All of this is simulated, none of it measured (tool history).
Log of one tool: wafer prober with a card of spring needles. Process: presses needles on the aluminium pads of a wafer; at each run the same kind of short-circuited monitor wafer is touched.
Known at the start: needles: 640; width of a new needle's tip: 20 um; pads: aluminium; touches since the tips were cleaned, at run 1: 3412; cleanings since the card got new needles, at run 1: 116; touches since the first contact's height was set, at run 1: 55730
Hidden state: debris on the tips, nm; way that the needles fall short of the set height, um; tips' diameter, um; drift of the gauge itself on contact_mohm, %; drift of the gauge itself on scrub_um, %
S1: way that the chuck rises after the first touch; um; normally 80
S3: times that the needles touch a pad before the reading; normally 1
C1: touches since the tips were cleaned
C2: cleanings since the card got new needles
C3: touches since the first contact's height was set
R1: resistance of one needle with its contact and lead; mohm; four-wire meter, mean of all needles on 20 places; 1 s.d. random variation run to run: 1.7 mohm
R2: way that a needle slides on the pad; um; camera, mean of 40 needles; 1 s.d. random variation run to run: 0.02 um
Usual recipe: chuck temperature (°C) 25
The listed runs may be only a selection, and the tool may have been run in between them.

{"run": 1, "day": 0.0, "S1": 80, "chuck temperature (°C)": 25, "S3": 1, "C1": 3412, "C2": 116, "C3": 55730, "R1": 177, "R2": 21.98}
{"day": 0.258, "done": "tips cleaned on abrasive film"}
{"day": 0.888, "done": "tips cleaned on abrasive film"}
{"day": 1.562, "done": "tips cleaned on abrasive film"}
{"day": 2.112, "done": "tips cleaned on abrasive film"}
{"run": 2, "day": 2.154, "S1": 80, "chuck temperature (°C)": 25, "S3": 1, "C1": 456, "C2": 120, "C3": 79178, "R1": 173, "R2": 21.99}
{"day": 2.758, "done": "tips cleaned on abrasive film"}
{"day": 2.771, "done": "height of the first contact set anew"}
{"day": 3.45, "done": "tips cleaned on abrasive film"}
{"run": 3, "day": 3.933, "S1": 80, "chuck temperature (°C)": 25, "S3": 1, "C1": 5280, "C2": 122, "C3": 12687, "R1": 175, "R2": 22.01}
{"day": 4.058, "done": "tips cleaned on abrasive film"}
{"day": 4.725, "done": "tips cleaned on abrasive film"}
{"day": 5.4, "done": "tips cleaned on abrasive film"}
{"day": 5.954, "done": "tips cleaned on abrasive film"}
{"run": 4, "day": 5.954, "S1": 80, "chuck temperature (°C)": 25, "S3": 1, "C1": 0, "C2": 126, "C3": 34687, "R1": 174, "R2": 21.96}
{"day": 6.575, "done": "tips cleaned on abrasive film"}
{"day": 7.258, "done": "tips cleaned on abrasive film"}
{"run": 5, "day": 7.325, "S1": 80, "chuck temperature (°C)": 25, "S3": 1, "C1": 735, "C2": 128, "C3": 49640, "R1": 174, "R2": 22.02}
{"day": 7.875, "done": "tips cleaned on abrasive film"}
{"day": 8.504, "done": "tips cleaned on abrasive film"}
{"day": 9.112, "done": "tips cleaned on abrasive film"}
{"run": 6, "day": 9.367, "S1": 80, "chuck temperature (°C)": 25, "S3": 1, "C1": 2790, "C2": 131, "C3": 71911, "R1": 175, "R2": 22.03}
{"day": 9.762, "done": "tips cleaned on abrasive film"}
{"day": 10.412, "done": "tips cleaned on abrasive film"}
{"day": 10.667, "done": "height of the first contact set anew"}
{"day": 11.0, "done": "tips cleaned on abrasive film"}
{"run": 7, "day": 11.129, "S1": 80, "chuck temperature (°C)": 25, "S3": 1, "C1": 1449, "C2": 134, "C3": 5066, "R1": 173, "R2": 22.08}
{"day": 11.658, "done": "tips cleaned on abrasive film"}
{"run": 8, "day": 12.154, "S1": 80, "chuck temperature (°C)": 25, "S3": 1, "C1": 5442, "C2": 135, "C3": 16259, "R1": 174, "R2": 22.06}
{"day": 12.296, "done": "tips cleaned on abrasive film"}
{"day": 12.933, "done": "tips cleaned on abrasive film"}
{"day": 13.583, "done": "tips cleaned on abrasive film"}
{"day": 14.175, "done": "tips cleaned on abrasive film"}
{"run": 9, "day": 14.175, "S1": 80, "chuck temperature (°C)": 25, "S3": 1, "C1": 0, "C2": 139, "C3": 38244, "R1": 174, "R2": 22.03}
{"day": 14.829, "done": "tips cleaned on abrasive film"}
{"day": 15.512, "done": "tips cleaned on abrasive film"}
{"day": 16.142, "done": "tips cleaned on abrasive film"}
{"run": 10, "day": 16.283, "S1": 80, "chuck temperature (°C)": 25, "S3": 1, "C1": 1548, "C2": 142, "C3": 61221, "R1": 177, "R2": 22.08}
{"day": 16.696, "done": "tips cleaned on abrasive film"}
{"day": 17.308, "done": "tips cleaned on abrasive film"}
{"run": 11, "day": 17.712, "S1": 80, "chuck temperature (°C)": 25, "S3": 1, "C1": 4437, "C2": 144, "C3": 76843, "R1": 175, "R2": 22.11}
{"day": 17.979, "done": "tips cleaned on abrasive film"}
{"day": 18.533, "done": "height of the first contact set anew"}
{"day": 18.675, "done": "tips cleaned on abrasive film"}
{"day": 19.3, "done": "tips cleaned on abrasive film"}
{"run": 12, "day": 19.379, "S1": 80, "chuck temperature (°C)": 25, "S3": 1, "C1": 868, "C2": 147, "C3": 9193, "R1": 179, "R2": 22.09}

Forecast run 13:
{"day": 19.871, "done": "tips cleaned on abrasive film"}
{"run": 13, "day": 20.371, "S1": 80, "chuck temperature (°C)": 25, "S3": 1, "C1": 5502, "C2": 148, "C3": 20020, "R1": "?", "R2": "?"}

{"run 13": {"R1": 180, "R2": 22.07}}
Minus the tool's unlogged condition, the same run would have read R1 180 mohm, R2 21.96 um.
